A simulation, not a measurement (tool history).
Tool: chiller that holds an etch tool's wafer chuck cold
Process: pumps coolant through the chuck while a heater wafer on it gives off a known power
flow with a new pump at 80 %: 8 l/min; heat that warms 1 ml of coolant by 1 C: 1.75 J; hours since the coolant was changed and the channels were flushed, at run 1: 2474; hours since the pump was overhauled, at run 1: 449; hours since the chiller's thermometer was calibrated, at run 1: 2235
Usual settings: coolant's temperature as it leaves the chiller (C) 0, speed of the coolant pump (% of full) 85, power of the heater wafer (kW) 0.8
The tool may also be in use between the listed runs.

run    hour  coolant's temperature as it leaves the chiller (C)  speed of the coolant pump (% of full)  power of the heater wafer (kW)  hours since the coolant was changed and the channels were flushed  hours since the pump was overhauled  hours since the chiller's thermometer was calibrated  chuck's temperature once it has settled (C)  how much warmer the coolant comes back (C)
  1       0                                                   0                                     85                             0.8                                                               2474                                  449                                                  2235                                          5.9                                        3.17
  2    22.7                                                   0                                     85                             0.8                                                               2497                                  472                                                  2258                                            6                                        3.22
  3    58.6                                                   5                                     85                             0.8                                                               2533                                  508                                                  2294                                         10.9                                        3.21
  4   114.1                                                   5                                     85                             0.8                                                               2588                                  564                                                  2350                                         10.8                                        3.21
  5     141                                                   0                                     85                             0.8                                                               2615                                  590                                                  2376                                            6                                        3.28
  6   174.4                                                   0                                     85                             0.8                                                               2648                                  624                                                  2410                                            6                                        3.28
  7   228.9                                                   0                                     85                             0.8                                                               2703                                  678                                                  2464                                          6.2                                        3.23
  8   265.8                                                   0                                     85                             0.8                                                               2740                                  715                                                  2501                                          6.2                                        3.24
  9   302.1                                                   0                                     85                             0.8                                                               2776                                  751                                                  2538                                            6                                        3.28
 10   331.4                                                   0                                     85                             0.8                                                               2805                                  781                                                  2567                                            6                                        3.26
 11   363.5                                                   0                                     85                             0.8                                                               2837                                  813                                                  2599                                            6                                        3.25
 12   412.1                                                   0                                     85                             0.8                                                               2886                                  862                                                  2648                                          6.1                                        3.28
 13   466.1                                                   9                                     85                             0.8                                                               2940                                  916                                                  2702                                           15                                        3.26
 14   502.2                                                   9                                     85                             0.8                                                               2976                                  952                                                  2738                                         15.1                                         3.3
 15   551.9                                                   9                                     85                             0.8                                                               3026                                 1001                                                  2787                                         14.9                                        3.32
 16   574.6                                                   9                                     85                             0.8                                                               3048                                 1024                                                  2810                                         15.2                                        3.23
 17   613.2                                                   5                                     70                           1.056                                                               3087                                 1063                                                  2849                                         14.6                                        5.35
 18   639.2                                                  -4                                     94                            1.13                                                               3113                                 1089                                                  2875                                          4.1                                        4.15
 19   690.8                                                  -4                                     94                            1.13                                                               3165                                 1140                                                  2926                                            4                                        4.14
 20   735.7                                                  -4                                     94                            1.13                                                               3210                                 1185                                                  2971                                          4.1                                        4.13
 21   784.4                                                  -2                                     73                            0.88                                                               3258                                 1234                                                  3020                                          5.8                                        4.33
 22   808.3                                                  -2                                     73                            0.88                                                               3282                                 1258                                                  3044                                          5.8                                        4.29
 23   859.7                                                  -2                                     73                            0.88                                                               3334                                 1309                                                  3095                                          5.7                                        4.28
 24   899.2                                                   6                                     98                           0.753                                                               3373                                 1349                                                  3135                                         10.8                                        2.72
 25   954.7                                                   6                                     99                           0.424                                                               3429                                 1404                                                  3190                                          8.6                                        1.51
 26   985.1                                                  -8                                     79                           0.613                                                               3459                                 1434                                                  3221                                         -3.1                                        2.67
 27  1030.1                                                   0                                     97                             0.8                                                               3504                                 1480                                                  3266                                          5.2                                        2.86
 28  1083.6                                                   0                                     97                             0.8                                                               3557                                 1533                                                  3319                                          5.2                                        2.87
 29  1120.9                                                  -9                                     85                           0.656                                                               3595                                 1570                                                  3356                                         -4.3                                         2.8
 30  1168.4                                                  -7                                     69                           1.072                                                               3642                                 1618                                                  3404                                          2.8                                        5.58
 31  1198.5                                                   5                                     85                            0.48                                                               3672                                 1648                                                  3434                                          8.4                                        2.02

3 ways to go on from here, each from the tool as it stands after run 31. What would each give?
  A  1227.8                                                  -9                                     89                           0.429                                                               3702                                 1677                                                  3463                                            ?                                           ?
  B  1227.8                                                   5                                     85                           0.555                                                               3702                                 1677                                                  3463                                            ?                                           ?
  C  1227.8                                                   3                                     85                           0.443                                                               3702                                 1677                                                  3463                                            ?                                           ?

run  chuck's temperature once it has settled (C)  how much warmer the coolant comes back (C)
  A                                         -6.2                                        1.69
  B                                            9                                        2.31
  C                                            6                                        1.82
Without the tool's hidden state the same runs would have given:
run  chuck's temperature once it has settled (C)  how much warmer the coolant comes back (C)
  A                                         -5.8                                        1.63
  B                                          9.2                                        2.23
  C                                          6.3                                        1.75
